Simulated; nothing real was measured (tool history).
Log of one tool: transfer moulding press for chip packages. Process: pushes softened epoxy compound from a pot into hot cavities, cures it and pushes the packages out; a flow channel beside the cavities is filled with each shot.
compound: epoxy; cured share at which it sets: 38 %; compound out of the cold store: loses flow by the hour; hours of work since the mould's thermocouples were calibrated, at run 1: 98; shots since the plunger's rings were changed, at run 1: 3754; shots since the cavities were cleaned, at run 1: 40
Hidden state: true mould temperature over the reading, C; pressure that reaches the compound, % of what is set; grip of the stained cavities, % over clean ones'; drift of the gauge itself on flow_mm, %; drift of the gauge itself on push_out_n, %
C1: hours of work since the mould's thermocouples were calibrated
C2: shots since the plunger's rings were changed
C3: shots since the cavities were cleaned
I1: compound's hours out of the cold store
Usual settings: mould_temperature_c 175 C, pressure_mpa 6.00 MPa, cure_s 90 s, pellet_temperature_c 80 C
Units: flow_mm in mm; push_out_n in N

run 1 hour=0.0 | mould_temperature_c=175 pressure_mpa=6.00 cure_s=90 pellet_temperature_c=80 | C1=98 C2=3754 C3=40 | I1=38.3 | flow_mm=853 push_out_n=362
run 2 hour=5.3 | mould_temperature_c=175 pressure_mpa=6.00 cure_s=119 pellet_temperature_c=80 | C1=100 C2=3803 C3=89 | I1=19.4 | flow_mm=909 push_out_n=340
run 3 hour=10.9 | mould_temperature_c=175 pressure_mpa=6.00 cure_s=90 pellet_temperature_c=80 | C1=103 C2=3854 C3=140 | I1=21.1 | flow_mm=915 push_out_n=404
run 4 hour=17.9 | mould_temperature_c=175 pressure_mpa=6.00 cure_s=90 pellet_temperature_c=87 | C1=106 C2=3917 C3=203 | I1=15.0 | flow_mm=921 push_out_n=442
run 5 hour=25.9 | mould_temperature_c=175 pressure_mpa=6.00 cure_s=90 pellet_temperature_c=87 | C1=110 C2=3990 C3=276 | I1=45.7 | flow_mm=837 push_out_n=454
run 6 hour=32.5 | mould_temperature_c=175 pressure_mpa=6.00 cure_s=90 pellet_temperature_c=80 | C1=113 C2=4050 C3=336 | I1=13.9 | flow_mm=925 push_out_n=505
run 7 hour=41.9 | mould_temperature_c=170 pressure_mpa=6.00 cure_s=90 pellet_temperature_c=80 | C1=117 C2=4135 C3=421 | I1=22.9 | flow_mm=932 push_out_n=657
run 8 hour=47.0 | mould_temperature_c=170 pressure_mpa=6.00 cure_s=90 pellet_temperature_c=80 | C1=120 C2=4182 C3=468 | I1=23.9 | flow_mm=909 push_out_n=666
run 9 hour=52.5 | mould_temperature_c=170 pressure_mpa=6.00 cure_s=90 pellet_temperature_c=80 | C1=122 C2=4232 C3=518 | I1=14.7 | flow_mm=944 push_out_n=652
run 10 hour=60.0 | mould_temperature_c=170 pressure_mpa=6.00 cure_s=90 pellet_temperature_c=80 | C1=126 C2=4300 C3=586 | I1=17.2 | flow_mm=927 push_out_n=705
run 11 hour=64.9 | mould_temperature_c=170 pressure_mpa=6.00 cure_s=90 pellet_temperature_c=80 | C1=128 C2=4345 C3=631 | I1=16.2 | flow_mm=951 push_out_n=722
run 12 hour=74.8 | mould_temperature_c=170 pressure_mpa=6.00 cure_s=90 pellet_temperature_c=80 | C1=133 C2=4435 C3=721 | I1=33.0 | flow_mm=905 push_out_n=725
-- hour=79.5 cavities cleaned with cleaning compound and waxed
run 13 hour=84.1 | mould_temperature_c=175 pressure_mpa=6.00 cure_s=90 pellet_temperature_c=80 | C1=136 C2=4506 C3=42 | I1=31.7 | flow_mm=866 push_out_n=362
run 14 hour=91.1 | mould_temperature_c=175 pressure_mpa=6.00 cure_s=90 pellet_temperature_c=80 | C1=140 C2=4570 C3=106 | I1=10.0 | flow_mm=932 push_out_n=385
run 15 hour=97.3 | mould_temperature_c=175 pressure_mpa=6.00 cure_s=90 pellet_temperature_c=80 | C1=143 C2=4626 C3=162 | I1=30.8 | flow_mm=874 push_out_n=407
run 16 hour=103.0 | mould_temperature_c=169 pressure_mpa=7.06 cure_s=75 pellet_temperature_c=78 | C1=145 C2=4677 C3=213 | I1=34.4 | flow_mm=956 push_out_n=820
run 17 hour=113.9 | mould_temperature_c=175 pressure_mpa=6.00 cure_s=90 pellet_temperature_c=80 | C1=151 C2=4777 C3=313 | I1=41.5 | flow_mm=851 push_out_n=463
run 18 hour=119.7 | mould_temperature_c=178 pressure_mpa=6.00 cure_s=90 pellet_temperature_c=82 | C1=153 C2=4830 C3=366 | I1=39.2 | flow_mm=839 push_out_n=461
run 19 hour=129.5 | mould_temperature_c=183 pressure_mpa=6.00 cure_s=90 pellet_temperature_c=82 | C1=158 C2=4919 C3=455 | I1=14.3 | flow_mm=876 push_out_n=462
run 20 hour=139.2 | mould_temperature_c=175 pressure_mpa=6.00 cure_s=81 pellet_temperature_c=89 | C1=162 C2=5008 C3=544 | I1=39.2 | flow_mm=840 push_out_n=596
run 21 hour=146.0 | mould_temperature_c=175 pressure_mpa=6.00 cure_s=81 pellet_temperature_c=89 | C1=166 C2=5069 C3=605 | I1=8.9 | flow_mm=921 push_out_n=651
run 22 hour=151.9 | mould_temperature_c=175 pressure_mpa=6.00 cure_s=90 pellet_temperature_c=82 | C1=168 C2=5122 C3=658 | I1=9.1 | flow_mm=924 push_out_n=579
run 23 hour=158.8 | mould_temperature_c=175 pressure_mpa=6.42 cure_s=90 pellet_temperature_c=82 | C1=172 C2=5186 C3=722 | I1=36.4 | flow_mm=870 push_out_n=561
-- hour=164.2 cavities cleaned with cleaning compound and waxed
run 24 hour=167.0 | mould_temperature_c=181 pressure_mpa=4.81 cure_s=78 pellet_temperature_c=72 | C1=175 C2=5247 C3=26 | I1=9.6 | flow_mm=801 push_out_n=344
run 25 hour=177.9 | mould_temperature_c=181 pressure_mpa=4.81 cure_s=78 pellet_temperature_c=72 | C1=180 C2=5346 C3=125 | I1=36.2 | flow_mm=741 push_out_n=386
-- hour=190.6 plunger's sealing rings changed
run 26 hour=191.8 | mould_temperature_c=175 pressure_mpa=6.00 cure_s=90 pellet_temperature_c=76 | C1=185 C2=11 C3=229 | I1=27.9 | flow_mm=944 push_out_n=433
run 27 hour=200.8 | mould_temperature_c=175 pressure_mpa=6.00 cure_s=90 pellet_temperature_c=76 | C1=190 C2=92 C3=310 | I1=9.3 | flow_mm=979 push_out_n=487
run 28 hour=208.0 | mould_temperature_c=175 pressure_mpa=7.16 cure_s=123 pellet_temperature_c=85 | C1=193 C2=158 C3=376 | I1=34.9 | flow_mm=1015 push_out_n=437
run 29 hour=218.7 | mould_temperature_c=173 pressure_mpa=6.00 cure_s=103 pellet_temperature_c=80 | C1=198 C2=256 C3=474 | I1=18.3 | flow_mm=978 push_out_n=515

4 ways to go on from here, each from the tool as it stands after run 29. What would each give?
run A hour=229.6 | mould_temperature_c=175 pressure_mpa=6.00 cure_s=90 pellet_temperature_c=84 | C1=203 C2=354 C3=572 | I1=44.2 | flow_mm=? push_out_n=?
run B hour=229.6 | mould_temperature_c=171 pressure_mpa=6.00 cure_s=103 pellet_temperature_c=71 | C1=203 C2=354 C3=572 | I1=13.0 | flow_mm=? push_out_n=?
run C hour=229.6 | mould_temperature_c=170 pressure_mpa=4.99 cure_s=103 pellet_temperature_c=85 | C1=203 C2=354 C3=572 | I1=30.6 | flow_mm=? push_out_n=?
run D hour=229.6 | mould_temperature_c=173 pressure_mpa=5.30 cure_s=103 pellet_temperature_c=80 | C1=203 C2=354 C3=572 | I1=38.1 | flow_mm=? push_out_n=?

run=A flow_mm=906 push_out_n=561
run=B flow_mm=1008 push_out_n=549
run=C flow_mm=879 push_out_n=554
run=D flow_mm=860 push_out_n=518
Without the tool's hidden state the same runs would have given:
run=A flow_mm=916 push_out_n=333
run=B flow_mm=1019 push_out_n=328
run=C flow_mm=889 push_out_n=332
run=D flow_mm=869 push_out_n=306

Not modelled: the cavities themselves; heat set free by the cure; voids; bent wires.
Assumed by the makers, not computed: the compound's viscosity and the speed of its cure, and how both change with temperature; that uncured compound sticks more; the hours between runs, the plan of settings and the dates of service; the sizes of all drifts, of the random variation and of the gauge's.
